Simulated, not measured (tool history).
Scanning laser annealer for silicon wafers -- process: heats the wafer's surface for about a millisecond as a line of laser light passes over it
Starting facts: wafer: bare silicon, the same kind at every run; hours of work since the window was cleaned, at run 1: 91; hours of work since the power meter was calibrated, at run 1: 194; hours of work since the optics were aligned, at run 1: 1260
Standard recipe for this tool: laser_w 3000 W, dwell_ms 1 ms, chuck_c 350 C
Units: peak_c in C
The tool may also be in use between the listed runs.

| run | hour | laser_w | dwell_ms | chuck_c | hours of work since the window was cleaned | hours of work since the power meter was calibrated | hours of work since the optics were aligned | peak_c |
|---|---|---|---|---|---|---|---|---|
| 1 | 0 | 3000 | 1 | 350 | 91 | 194 | 1260 | 1066 |
| 2 | 16.2 | 3000 | 1 | 350 | 102 | 205 | 1271 | 1057 |
| 3 | 32.8 | 3000 | 1 | 350 | 114 | 217 | 1283 | 1063 |
| 4 | 42.4 | 3000 | 1 | 350 | 121 | 224 | 1290 | 1065 |
| 5 | 60.1 | 3000 | 1 | 350 | 133 | 236 | 1302 | 1061 |
| 6 | 76.5 | 3000 | 1 | 350 | 145 | 248 | 1314 | 1064 |
| 7 | 88.1 | 3000 | 1 | 350 | 153 | 256 | 1322 | 1062 |
| 8 | 104.4 | 3000 | 1 | 328 | 164 | 268 | 1333 | 1040 |
| 9 | 118.1 | 3000 | 1 | 336 | 174 | 277 | 1343 | 1049 |
| 10 | 129.7 | 3000 | 1 | 336 | 182 | 285 | 1351 | 1049 |
| 11 | 148 | 3000 | 1 | 377 | 195 | 298 | 1364 | 1092 |
| 12 | 159.5 | 3000 | 1 | 377 | 203 | 307 | 1372 | 1092 |
| 13 | 177.6 | 3000 | 1 | 377 | 216 | 319 | 1385 | 1091 |
| 14 | 188.3 | 3025 | 1 | 350 | 224 | 327 | 1393 | 1067 |
| 15 | 206 | 3000 | 1 | 350 | 236 | 339 | 1405 | 1063 |
| 16 | 218.2 | 3199 | 1 | 350 | 245 | 348 | 1414 | 1107 |
| 17 | 234.2 | 3199 | 1 | 350 | 256 | 359 | 1425 | 1112 |
| 18 | 242.4 | 3199 | 1 | 350 | 262 | 365 | 1431 | 1108 |
| 19 | 259.5 | 3129 | 1 | 350 | 274 | 377 | 1443 | 1091 |
| 20 | 275.7 | 3129 | 1 | 350 | 285 | 389 | 1454 | 1093 |
| 21 | 287.2 | 3000 | 1 | 350 | 293 | 397 | 1462 | 1065 |
| 22 | 300.6 | 3046 | 1 | 332 | 303 | 406 | 1472 | 1056 |
| 23 | 314.2 | 3046 | 1 | 332 | 313 | 416 | 1482 | 1057 |
| 24 | 327.2 | 2878 | 0.94 | 327 | 322 | 425 | 1491 | 992 |
| 25 | 343.2 | 2890 | 1.09 | 327 | 333 | 436 | 1502 | 1042 |
| 26 | 351.4 | 2890 | 1.09 | 339 | 339 | 442 | 1508 | 1057 |
| 27 | 365.7 | 2575 | 1 | 342 | 349 | 452 | 1518 | 957 |
| 28 | 374.3 | 2706 | 1.24 | 350 | 355 | 458 | 1524 | 1070 |
| 29 | 382.7 | 3104 | 1.01 | 381 | 361 | 464 | 1530 | 1121 |
| 30 | 394.9 | 2899 | 1 | 380 | 369 | 473 | 1538 | 1076 |
| 31 | 404.2 | 3187 | 0.93 | 368 | 376 | 479 | 1545 | 1096 |
| 32 | 419.4 | 3187 | 0.93 | 368 | 387 | 490 | 1556 | 1096 |
|  | 426.7 | optics aligned, line set to its width |
| 33 | 438.2 | 2673 | 1.05 | 351 | 397 | 500 | 8 | 1005 |
| 34 | 455 | 2673 | 1.05 | 351 | 408 | 512 | 20 | 1007 |
| 35 | 466 | 2673 | 1.05 | 351 | 416 | 519 | 28 | 1004 |
| 36 | 476.7 | 3000 | 0.85 | 363 | 424 | 527 | 35 | 1021 |
| 37 | 486.3 | 3000 | 1.19 | 380 | 430 | 534 | 42 | 1156 |
| 38 | 503.4 | 3000 | 1.06 | 364 | 443 | 546 | 54 | 1096 |
| 39 | 512.2 | 3000 | 0.89 | 319 | 449 | 552 | 60 | 989 |
| 40 | 528.3 | 3000 | 0.89 | 319 | 460 | 563 | 72 | 992 |
| 41 | 541.7 | 3091 | 1.09 | 350 | 470 | 573 | 81 | 1114 |

Below are 4 alternative next runs, each starting from the tool's condition after run 41. Predict each:
| A | 559.6 | 2799 | 0.7 | 350 | 482 | 585 | 94 | ? |
| B | 559.6 | 2790 | 1.09 | 350 | 482 | 585 | 94 | ? |
| C | 559.6 | 3091 | 0.96 | 350 | 482 | 585 | 94 | ? |
| D | 559.6 | 3091 | 0.72 | 329 | 482 | 585 | 94 | ? |

| run | peak_c |
|---|---|
| A | 909 |
| B | 1045 |
| C | 1068 |
| D | 951 |
Had the tool no hidden state, the same runs would have come out as:
| run | peak_c |
|---|---|
| A | 910 |
| B | 1046 |
| C | 1070 |
| D | 952 |
